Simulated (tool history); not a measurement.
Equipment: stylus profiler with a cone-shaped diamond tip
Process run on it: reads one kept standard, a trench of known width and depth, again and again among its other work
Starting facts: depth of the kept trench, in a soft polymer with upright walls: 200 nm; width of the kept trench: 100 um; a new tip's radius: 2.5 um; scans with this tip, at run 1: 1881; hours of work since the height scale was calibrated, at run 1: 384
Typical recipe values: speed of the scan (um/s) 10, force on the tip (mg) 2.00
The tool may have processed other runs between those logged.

| run | day | speed of the scan (um/s) | force on the tip (mg) | scans with this tip | hours of work since the height scale was calibrated | depth of the trench (angstrom) | width of the trench's floor (nm) |
|---|---|---|---|---|---|---|---|
| 1 | 0.000 | 10 | 2.00 | 1881 | 384 | 2020.2 | 97940 |
| 2 | 0.596 | 10 | 2.00 | 1931 | 394 | 2020.6 | 97930 |
| 3 | 1.154 | 10 | 5.36 | 1978 | 403 | 2040.9 | 97960 |
| 4 | 1.679 | 10 | 5.36 | 2023 | 412 | 2040.9 | 98000 |
| 5 | 2.342 | 10 | 3.21 | 2079 | 424 | 2028.1 | 97930 |
| 6 | 2.896 | 10 | 3.21 | 2125 | 433 | 2028.2 | 97960 |
| 7 | 3.271 | 10 | 3.21 | 2157 | 440 | 2028.1 | 97940 |
| 8 | 3.921 | 10 | 2.00 | 2212 | 451 | 2020.3 | 97920 |
| 9 | 4.400 | 10 | 2.00 | 2253 | 459 | 2020.2 | 98000 |
| 10 | 4.988 | 10 | 2.00 | 2303 | 470 | 2020.1 | 97950 |
| 11 | 5.508 | 8 | 0.69 | 2347 | 479 | 2008.9 | 97960 |
| 12 | 6.133 | 10 | 0.72 | 2399 | 489 | 2008.8 | 97920 |
| 13 | 6.604 | 10 | 0.72 | 2439 | 497 | 2008.9 | 97950 |
|  | 6.683 | height scale calibrated on a step standard |
| 14 | 7.217 | 10 | 0.72 | 2489 | 9 | 2008.7 | 97930 |
| 15 | 7.767 | 10 | 0.72 | 2536 | 19 | 2008.9 | 97950 |
|  | 7.979 | height scale calibrated on a step standard, once more |
| 16 | 8.362 | 10 | 0.72 | 2585 | 7 | 2010.6 | 97880 |
| 17 | 8.792 | 10 | 0.72 | 2621 | 14 | 2010.5 | 97910 |
| 18 | 9.233 | 28 | 3.70 | 2658 | 22 | 2032.5 | 97880 |
| 19 | 9.646 | 10 | 4.26 | 2693 | 29 | 2035.8 | 97940 |
| 20 | 10.221 | 10 | 4.26 | 2742 | 39 | 2035.9 | 97900 |

Predict each of these 5 candidate next runs independently; none follows another, all start after run 20:
| A | 10.862 | 10 | 1.51 | 2796 | 50 | ? | ? |
| B | 10.862 | 10 | 4.75 | 2796 | 50 | ? | ? |
| C | 10.862 | 6 | 0.74 | 2796 | 50 | ? | ? |
| D | 10.862 | 10 | 1.25 | 2796 | 50 | ? | ? |
| E | 10.862 | 10 | 3.23 | 2796 | 50 | ? | ? |

| run | depth of the trench (angstrom) | width of the trench's floor (nm) |
|---|---|---|
| A | 2017.6 | 97890 |
| B | 2038.6 | 97910 |
| C | 2010.5 | 97900 |
| D | 2015.2 | 97930 |
| E | 2029.6 | 97990 |
Without the tool's unlogged condition, the same runs would have read:
| run | depth of the trench (angstrom) | width of the trench's floor (nm) |
|---|---|---|
| A | 2018.4 | 97990 |
| B | 2039.3 | 98000 |
| C | 2011.3 | 97990 |
| D | 2016.0 | 98020 |
| E | 2030.4 | 98080 |
